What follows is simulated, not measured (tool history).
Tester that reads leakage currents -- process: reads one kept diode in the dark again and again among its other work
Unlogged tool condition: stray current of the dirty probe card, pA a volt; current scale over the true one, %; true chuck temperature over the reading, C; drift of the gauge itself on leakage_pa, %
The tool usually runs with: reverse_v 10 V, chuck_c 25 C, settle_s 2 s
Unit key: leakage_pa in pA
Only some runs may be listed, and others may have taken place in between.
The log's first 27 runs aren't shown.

run,hour,reverse_v,chuck_c,settle_s,hours of work since the probe card was cleaned,hours of work since the tester was calibrated,hours of work since the chuck was calibrated,leakage_pa
28,625.1,10,31,2,2182,72,171,216.26
29,644.8,19.4,20,2,2190,80,179,132.74
30,657.5,8.2,48,2,2195,85,184,666.54
31,688.5,1.3,40,0.66,2208,98,197,179.15
32,707.9,10,27,0.83,2216,106,205,161
33,724.3,10,27,0.83,2223,113,211,161.85
34,746.1,10,27,0.83,2232,122,220,162.4
35,773.3,9.8,48,1.04,2243,133,231,718.15
36,799.2,9.8,48,1.04,2253,143,242,714.7

5 ways to go on from here, each from the tool as it stands after run 36. What would each give?
A,814,9.8,48,2.87,2259,149,248,?
B,814,9.8,48,1.89,2259,149,248,?
C,814,10,41,2,2259,149,248,?
D,814,4.6,45,0.43,2259,149,248,?
E,814,1.6,25,5.43,2259,149,248,?

run,leakage_pa
A,723.08
B,721.42
C,446.83
D,427.87
E,62.69
The same runs, with their run-to-run variation unchanged, on a tool lacking any hidden condition would have given:
run,leakage_pa
A,699.92
B,698.32
C,427.71
D,415.46
E,59.68
